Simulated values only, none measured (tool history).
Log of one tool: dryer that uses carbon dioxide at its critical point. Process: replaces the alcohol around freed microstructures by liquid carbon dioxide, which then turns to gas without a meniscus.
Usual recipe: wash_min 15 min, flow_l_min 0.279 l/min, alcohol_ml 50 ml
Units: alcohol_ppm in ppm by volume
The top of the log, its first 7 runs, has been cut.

run   hour  wash_min  flow_l_min  alcohol_ml  hours of work since the filter was changed  hours of work since the purifier's bed was changed  alcohol_ppm
  8   59.8        15       0.279          50                                         123                                                 219          207
  9   70.8        15       0.279          50                                         128                                                 225          219
 10   78.7        15       0.279          50                                         132                                                 229          226
 11   88.2        15       0.279          25                                         137                                                 233          142
 12   95.4        15       0.279          25                                         141                                                 237          139
 13  106.5        15       0.279          25                                         146                                                 243          136
 14  116.6        15       0.387          50                                         151                                                 248           71
 15  126.9        15       0.279          50                                         157                                                 253          225
 16  136.4        12       0.268         112                                         161                                                 258         1735
 17  141.4        15       0.268          50                                         164                                                 261          274
 18  148.8        18       0.220          50                                         168                                                 264          336
 19  160.3        12       0.220          72                                         174                                                 270         2739
 20  168.7        12       0.220          72                                         178                                                 274         2819
 21  174.7        12       0.220          72                                         181                                                 277         2804
 22  185.1        15       0.222          24                                         186                                                 283          405
 23  190.6        15       0.222          61                                         189                                                 286          901
 24  197.5        15       0.222          61                                         193                                                 289          924
 25  208.2        15       0.222          61                                         198                                                 294          923
 26  219.4        11       0.222          22                                         204                                                 300         1221
 27  224.4        11       0.222          22                                         206                                                 303         1189
 28  231.4        18       0.222          22                                         210                                                 306          183
 29  240.3        18       0.231          32                                         214                                                 311          185
 30  246.6        18       0.231          32                                         218                                                 314          207

Alternative continuations, all from the tool just after run 30; predict every row:
  A  257.6        11       0.231         113                                         223                                                 320            ?
  B  257.6        15       0.265         106                                         223                                                 320            ?
  C  257.6        15       0.257          26                                         223                                                 320            ?

run  alcohol_ppm
  A         5110
  B          622
  C          232
Had the tool no hidden state, the same runs would have come out as:
run  alcohol_ppm
  A         4308
  B          434
  C          130
